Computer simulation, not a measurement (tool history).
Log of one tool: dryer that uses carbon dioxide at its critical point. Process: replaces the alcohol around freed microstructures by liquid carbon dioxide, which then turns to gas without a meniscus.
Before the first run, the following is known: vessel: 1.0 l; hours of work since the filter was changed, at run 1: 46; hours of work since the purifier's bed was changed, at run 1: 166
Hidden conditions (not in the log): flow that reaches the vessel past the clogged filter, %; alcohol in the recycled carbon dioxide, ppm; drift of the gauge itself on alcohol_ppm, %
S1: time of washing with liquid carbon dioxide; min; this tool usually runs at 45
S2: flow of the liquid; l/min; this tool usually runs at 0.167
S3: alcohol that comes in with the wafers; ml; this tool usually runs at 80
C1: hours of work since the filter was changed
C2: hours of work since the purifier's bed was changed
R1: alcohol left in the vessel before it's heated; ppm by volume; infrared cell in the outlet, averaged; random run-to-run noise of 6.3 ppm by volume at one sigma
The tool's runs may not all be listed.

run,hour,S1,S2,S3,C1,C2,R1
1,0.0,45,0.167,80,46,166,324
2,22.1,45,0.167,80,55,175,337
3,38.9,45,0.167,80,62,182,349
4,69.9,45,0.167,80,75,195,366
5,105.2,45,0.167,80,90,210,377
6,137.1,45,0.281,80,104,224,48
7,162.7,48,0.141,80,114,235,706
8,195.0,44,0.110,81,128,248,2819
9,218.1,44,0.110,81,138,258,2781
10,247.0,71,0.167,80,150,270,52

Each row is a separate what-if for the run after 10, all from the same tool condition, not one after another. Results?
A,263.2,45,0.282,34,157,277,?
B,263.2,45,0.127,80,157,277,?
C,263.2,61,0.125,43,157,277,?
D,263.2,53,0.233,80,157,277,?

run,R1
A,38
B,1676
C,271
D,61
With no hidden state in the tool, these same runs would have given:
run,R1
A,0
B,1093
C,138
D,18
